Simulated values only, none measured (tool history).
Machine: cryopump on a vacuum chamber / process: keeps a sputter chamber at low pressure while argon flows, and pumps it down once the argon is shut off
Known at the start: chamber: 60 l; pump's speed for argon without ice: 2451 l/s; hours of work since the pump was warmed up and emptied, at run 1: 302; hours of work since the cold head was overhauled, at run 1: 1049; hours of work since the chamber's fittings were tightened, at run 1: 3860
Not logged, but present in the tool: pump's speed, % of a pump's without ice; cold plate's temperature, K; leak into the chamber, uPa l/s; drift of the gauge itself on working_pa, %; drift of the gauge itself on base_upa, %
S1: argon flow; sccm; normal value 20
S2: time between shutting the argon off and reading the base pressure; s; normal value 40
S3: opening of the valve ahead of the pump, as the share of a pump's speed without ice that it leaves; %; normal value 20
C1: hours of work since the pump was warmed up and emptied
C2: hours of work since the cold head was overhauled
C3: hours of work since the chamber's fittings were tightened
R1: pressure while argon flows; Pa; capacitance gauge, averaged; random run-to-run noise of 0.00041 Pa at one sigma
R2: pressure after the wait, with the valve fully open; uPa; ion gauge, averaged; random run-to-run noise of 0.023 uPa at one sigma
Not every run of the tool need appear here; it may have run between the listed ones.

run	hour	S1	S2	S3	C1	C2	C3	R1	R2
1	0.0	20	40	20	302	1049	3860	0.0710	2.56
2	39.8	33	40	20	334	1081	3893	0.1178	2.58
3	87.1	33	40	20	373	1120	3931	0.1175	2.62
# hour 135.4: leaking fittings of the chamber tightened, without venting
4	141.5	20	40	50	415	1162	5	0.0296	0.82
5	224.3	20	40	50	482	1229	72	0.0310	0.88
6	299.9	20	40	50	543	1290	133	0.0309	0.88
7	375.9	20	40	50	605	1352	195	0.0317	0.96
8	410.0	20	40	50	632	1380	222	0.0320	0.94
# hour 471.2: pump warmed up, emptied and cooled again
9	480.6	20	40	48	8	1433	276	0.0285	0.87
10	550.8	20	40	48	64	1489	332	0.0290	0.91
11	607.9	20	40	48	111	1536	379	0.0295	0.99
12	662.4	20	40	48	155	1580	423	0.0299	0.97
13	701.6	20	40	20	187	1612	454	0.0702	1.00
14	767.4	20	40	20	240	1665	508	0.0703	1.00
15	802.5	20	40	20	268	1693	536	0.0710	1.04
16	846.9	20	40	20	304	1729	572	0.0711	1.03
17	888.2	20	40	20	338	1763	606	0.0703	1.07
18	965.4	24	40	20	400	1825	668	0.0852	1.13
19	1023.2	12	40	30	447	1872	715	0.0296	1.18

Run 20 comes next. What will it give?
20	1058.8	20	258	18	476	1901	744	?	?

R1: 0.0799 Pa
R2: 0.61 uPa
If the tool had no hidden condition, the same run with the same run-to-run variation would have returned R1 0.0767 Pa, R2 0.21 uPa.
